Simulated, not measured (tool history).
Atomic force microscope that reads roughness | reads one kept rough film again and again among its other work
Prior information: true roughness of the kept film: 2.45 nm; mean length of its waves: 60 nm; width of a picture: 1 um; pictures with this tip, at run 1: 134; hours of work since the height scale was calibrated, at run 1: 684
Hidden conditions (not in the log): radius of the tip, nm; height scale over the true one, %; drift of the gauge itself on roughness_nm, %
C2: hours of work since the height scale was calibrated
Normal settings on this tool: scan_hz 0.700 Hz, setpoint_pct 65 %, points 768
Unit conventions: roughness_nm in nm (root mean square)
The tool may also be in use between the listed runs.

run 1 hour=0.0 | scan_hz=0.700 setpoint_pct=65 points=768 | pictures_with_this_tip=134 C2=684 | roughness_nm=2.186
run 2 hour=52.6 | scan_hz=0.700 setpoint_pct=65 points=768 | pictures_with_this_tip=185 C2=711 | roughness_nm=2.161
-- hour=58.5 new tip fitted
run 3 hour=108.9 | scan_hz=0.700 setpoint_pct=65 points=454 | pictures_with_this_tip=48 C2=741 | roughness_nm=2.273
run 4 hour=145.1 | scan_hz=0.700 setpoint_pct=65 points=454 | pictures_with_this_tip=83 C2=760 | roughness_nm=2.219
run 5 hour=188.5 | scan_hz=0.700 setpoint_pct=65 points=768 | pictures_with_this_tip=124 C2=782 | roughness_nm=2.201
run 6 hour=221.5 | scan_hz=0.700 setpoint_pct=64 points=768 | pictures_with_this_tip=156 C2=800 | roughness_nm=2.194
run 7 hour=247.1 | scan_hz=0.700 setpoint_pct=65 points=297 | pictures_with_this_tip=180 C2=813 | roughness_nm=2.144
-- hour=260.4 new tip fitted
run 8 hour=289.0 | scan_hz=0.700 setpoint_pct=67 points=297 | pictures_with_this_tip=27 C2=835 | roughness_nm=2.279
run 9 hour=339.7 | scan_hz=0.700 setpoint_pct=67 points=351 | pictures_with_this_tip=76 C2=862 | roughness_nm=2.214
run 10 hour=377.3 | scan_hz=0.700 setpoint_pct=67 points=351 | pictures_with_this_tip=112 C2=881 | roughness_nm=2.193
run 11 hour=426.7 | scan_hz=0.700 setpoint_pct=65 points=768 | pictures_with_this_tip=159 C2=907 | roughness_nm=2.190
run 12 hour=455.8 | scan_hz=0.700 setpoint_pct=65 points=768 | pictures_with_this_tip=187 C2=923 | roughness_nm=2.174
-- hour=460.0 new tip fitted
run 13 hour=510.5 | scan_hz=0.700 setpoint_pct=65 points=386 | pictures_with_this_tip=49 C2=951 | roughness_nm=2.242
run 14 hour=550.5 | scan_hz=0.700 setpoint_pct=65 points=386 | pictures_with_this_tip=87 C2=972 | roughness_nm=2.234
run 15 hour=602.5 | scan_hz=0.700 setpoint_pct=65 points=506 | pictures_with_this_tip=137 C2=999 | roughness_nm=2.206
run 16 hour=654.5 | scan_hz=0.700 setpoint_pct=65 points=506 | pictures_with_this_tip=186 C2=1027 | roughness_nm=2.161
-- hour=657.5 new tip fitted
run 17 hour=711.8 | scan_hz=0.700 setpoint_pct=65 points=506 | pictures_with_this_tip=52 C2=1057 | roughness_nm=2.276
run 18 hour=746.2 | scan_hz=0.700 setpoint_pct=65 points=768 | pictures_with_this_tip=85 C2=1075 | roughness_nm=2.228
run 19 hour=780.9 | scan_hz=0.700 setpoint_pct=65 points=342 | pictures_with_this_tip=118 C2=1093 | roughness_nm=2.201
run 20 hour=817.0 | scan_hz=0.700 setpoint_pct=65 points=898 | pictures_with_this_tip=153 C2=1112 | roughness_nm=2.176
-- hour=856.3 new tip fitted
run 21 hour=874.0 | scan_hz=0.700 setpoint_pct=65 points=934 | pictures_with_this_tip=17 C2=1142 | roughness_nm=2.285
run 22 hour=928.3 | scan_hz=0.700 setpoint_pct=65 points=768 | pictures_with_this_tip=69 C2=1170 | roughness_nm=2.253
run 23 hour=971.9 | scan_hz=0.700 setpoint_pct=65 points=768 | pictures_with_this_tip=110 C2=1193 | roughness_nm=2.218
run 24 hour=997.5 | scan_hz=0.604 setpoint_pct=69 points=285 | pictures_with_this_tip=135 C2=1207 | roughness_nm=2.185
run 25 hour=1043.5 | scan_hz=0.782 setpoint_pct=65 points=745 | pictures_with_this_tip=179 C2=1231 | roughness_nm=2.139
-- hour=1055.9 new tip fitted
run 26 hour=1092.1 | scan_hz=1.774 setpoint_pct=82 points=1004 | pictures_with_this_tip=35 C2=1256 | roughness_nm=1.958
run 27 hour=1127.3 | scan_hz=0.794 setpoint_pct=66 points=547 | pictures_with_this_tip=69 C2=1275 | roughness_nm=2.220
run 28 hour=1168.6 | scan_hz=0.794 setpoint_pct=66 points=547 | pictures_with_this_tip=108 C2=1296 | roughness_nm=2.199
run 29 hour=1194.8 | scan_hz=1.260 setpoint_pct=66 points=932 | pictures_with_this_tip=133 C2=1310 | roughness_nm=2.145
run 30 hour=1222.2 | scan_hz=0.700 setpoint_pct=61 points=404 | pictures_with_this_tip=159 C2=1324 | roughness_nm=2.172
run 31 hour=1252.0 | scan_hz=3.413 setpoint_pct=65 points=768 | pictures_with_this_tip=188 C2=1340 | roughness_nm=1.933
-- hour=1257.0 new tip fitted
run 32 hour=1278.8 | scan_hz=3.413 setpoint_pct=65 points=768 | pictures_with_this_tip=21 C2=1354 | roughness_nm=2.043
run 33 hour=1308.9 | scan_hz=3.413 setpoint_pct=65 points=768 | pictures_with_this_tip=50 C2=1370 | roughness_nm=2.026
run 34 hour=1365.9 | scan_hz=3.413 setpoint_pct=65 points=768 | pictures_with_this_tip=105 C2=1400 | roughness_nm=1.981
run 35 hour=1408.7 | scan_hz=3.257 setpoint_pct=76 points=330 | pictures_with_this_tip=146 C2=1422 | roughness_nm=1.761
run 36 hour=1434.9 | scan_hz=2.921 setpoint_pct=71 points=330 | pictures_with_this_tip=171 C2=1436 | roughness_nm=1.876
-- hour=1455.1 new tip fitted
run 37 hour=1464.9 | scan_hz=2.921 setpoint_pct=71 points=330 | pictures_with_this_tip=10 C2=1452 | roughness_nm=1.986
run 38 hour=1515.5 | scan_hz=0.864 setpoint_pct=59 points=295 | pictures_with_this_tip=58 C2=1478 | roughness_nm=2.245
run 39 hour=1561.5 | scan_hz=1.352 setpoint_pct=82 points=768 | pictures_with_this_tip=102 C2=1502 | roughness_nm=1.995
run 40 hour=1603.3 | scan_hz=1.352 setpoint_pct=82 points=768 | pictures_with_this_tip=142 C2=1524 | roughness_nm=1.948
run 41 hour=1650.4 | scan_hz=0.700 setpoint_pct=65 points=842 | pictures_with_this_tip=187 C2=1549 | roughness_nm=2.141
-- hour=1655.3 new tip fitted
run 42 hour=1691.6 | scan_hz=0.700 setpoint_pct=84 points=655 | pictures_with_this_tip=34 C2=1570 | roughness_nm=2.153
run 43 hour=1732.5 | scan_hz=1.995 setpoint_pct=56 points=283 | pictures_with_this_tip=73 C2=1592 | roughness_nm=2.188
run 44 hour=1767.4 | scan_hz=1.995 setpoint_pct=56 points=283 | pictures_with_this_tip=107 C2=1610 | roughness_nm=2.163
run 45 hour=1821.3 | scan_hz=0.700 setpoint_pct=87 points=880 | pictures_with_this_tip=159 C2=1639 | roughness_nm=2.024

Forecast each of these 4 alternatives for the next run:
-- hour=1853.5 new tip fitted
run A hour=1861.5 | scan_hz=0.700 setpoint_pct=63 points=768 | pictures_with_this_tip=8 C2=1659 | roughness_nm=?
-- hour=1853.5 new tip fitted
run B hour=1861.5 | scan_hz=0.700 setpoint_pct=74 points=484 | pictures_with_this_tip=8 C2=1659 | roughness_nm=?
-- hour=1853.5 new tip fitted
run C hour=1861.5 | scan_hz=0.859 setpoint_pct=78 points=857 | pictures_with_this_tip=8 C2=1659 | roughness_nm=?
-- hour=1853.5 new tip fitted
run D hour=1861.5 | scan_hz=2.797 setpoint_pct=87 points=880 | pictures_with_this_tip=8 C2=1659 | roughness_nm=?

run=A roughness_nm=2.304
run=B roughness_nm=2.258
run=C roughness_nm=2.197
run=D roughness_nm=1.691
Without the tool's hidden state the same runs would have given:
run=A roughness_nm=2.328
run=B roughness_nm=2.282
run=C roughness_nm=2.220
run=D roughness_nm=1.709
